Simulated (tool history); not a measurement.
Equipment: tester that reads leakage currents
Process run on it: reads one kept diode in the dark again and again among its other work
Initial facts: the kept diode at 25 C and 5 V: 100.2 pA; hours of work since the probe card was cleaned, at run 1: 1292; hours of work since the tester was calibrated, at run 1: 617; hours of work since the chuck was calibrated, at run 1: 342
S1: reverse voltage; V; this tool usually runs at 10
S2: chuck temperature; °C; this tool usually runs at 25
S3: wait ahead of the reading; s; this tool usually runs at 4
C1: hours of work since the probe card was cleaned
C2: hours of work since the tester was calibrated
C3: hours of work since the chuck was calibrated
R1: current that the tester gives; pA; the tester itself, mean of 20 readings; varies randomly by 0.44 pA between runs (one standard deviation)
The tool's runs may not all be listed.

{"run": 1, "hour": 0.0, "S1": 10, "S2": 25, "S3": 4, "C1": 1292, "C2": 617, "C3": 342, "R1": 146.2}
{"run": 2, "hour": 38.1, "S1": 10, "S2": 28, "S3": 4, "C1": 1315, "C2": 640, "C3": 365, "R1": 192.06}
{"run": 3, "hour": 70.0, "S1": 10, "S2": 25, "S3": 4, "C1": 1334, "C2": 659, "C3": 384, "R1": 145.85}
{"run": 4, "hour": 113.3, "S1": 10, "S2": 25, "S3": 7.49, "C1": 1360, "C2": 685, "C3": 410, "R1": 146.32}
{"run": 5, "hour": 153.3, "S1": 10, "S2": 25, "S3": 7.49, "C1": 1384, "C2": 709, "C3": 434, "R1": 146.72}
{"run": 6, "hour": 217.6, "S1": 10, "S2": 25, "S3": 7.49, "C1": 1422, "C2": 747, "C3": 472, "R1": 146.62}
{"run": 7, "hour": 267.7, "S1": 10, "S2": 25, "S3": 7.49, "C1": 1452, "C2": 777, "C3": 502, "R1": 146.31}
{"run": 8, "hour": 296.1, "S1": 10, "S2": 25, "S3": 7.49, "C1": 1469, "C2": 794, "C3": 519, "R1": 147.04}
{"run": 9, "hour": 326.8, "S1": 10, "S2": 25, "S3": 7.49, "C1": 1488, "C2": 813, "C3": 538, "R1": 146.53}
{"run": 10, "hour": 360.6, "S1": 10, "S2": 25, "S3": 7.49, "C1": 1508, "C2": 833, "C3": 558, "R1": 147.08}
{"run": 11, "hour": 428.1, "S1": 10, "S2": 25, "S3": 2.65, "C1": 1548, "C2": 873, "C3": 598, "R1": 146.76}
{"run": 12, "hour": 490.8, "S1": 10, "S2": 25, "S3": 2.65, "C1": 1586, "C2": 911, "C3": 636, "R1": 146.35}
{"run": 13, "hour": 552.1, "S1": 10, "S2": 25, "S3": 2.65, "C1": 1622, "C2": 947, "C3": 672, "R1": 146.11}
{"run": 14, "hour": 597.1, "S1": 10, "S2": 25, "S3": 2.65, "C1": 1649, "C2": 974, "C3": 699, "R1": 147.31}

Predict the results of run 15:
{"run": 15, "hour": 665.4, "S1": 10, "S2": 21, "S3": 4, "C1": 1690, "C2": 1015, "C3": 740, "R1": "?"}

{"run 15": {"R1": 101.57}}
With the hidden condition absent and the run-to-run variation left alone, this run would have shown R1 101.49 pA.
